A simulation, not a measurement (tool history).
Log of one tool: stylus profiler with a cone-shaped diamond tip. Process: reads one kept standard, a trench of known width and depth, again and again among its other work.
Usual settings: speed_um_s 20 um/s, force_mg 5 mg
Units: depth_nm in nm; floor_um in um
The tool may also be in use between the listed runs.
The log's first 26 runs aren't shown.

run,day,speed_um_s,force_mg,depth_nm,floor_um
27,10.625,16,6.25,202.87,97.16
28,11.254,39,1.79,201.28,97.12
29,11.883,10,2.93,201.81,97.17
30,12.175,40,3.13,201.8,97.12
31,12.742,40,3.13,201.83,97.1
32,13.15,40,3.13,201.79,97.08
33,13.642,63,10.48,204.08,97.08
34,14.054,63,10.48,203.98,97.09
35,14.65,5,1.97,201.41,97.16
36,15.088,8,4.62,202.33,97.16
37,15.588,11,4.62,202.33,97.18
38,16.162,11,4.62,202.32,97.1
39,16.554,20,2.09,201.34,97.1
40,16.992,23,10.44,204.04,97.17
41,17.538,34,2.33,201.43,97.14

3 ways to go on from here, each from the tool as it stands after run 41. What would each give?
A,18.008,30,2.11,?,?
B,18.008,15,14.24,?,?
C,18.008,20,4.94,?,?

run,depth_nm,floor_um
A,201.39,97.05
B,205.04,97.11
C,202.41,97.13
Without the tool's hidden state the same runs would have given:
run,depth_nm,floor_um
A,201.39,97.07
B,205.04,97.13
C,202.4,97.15

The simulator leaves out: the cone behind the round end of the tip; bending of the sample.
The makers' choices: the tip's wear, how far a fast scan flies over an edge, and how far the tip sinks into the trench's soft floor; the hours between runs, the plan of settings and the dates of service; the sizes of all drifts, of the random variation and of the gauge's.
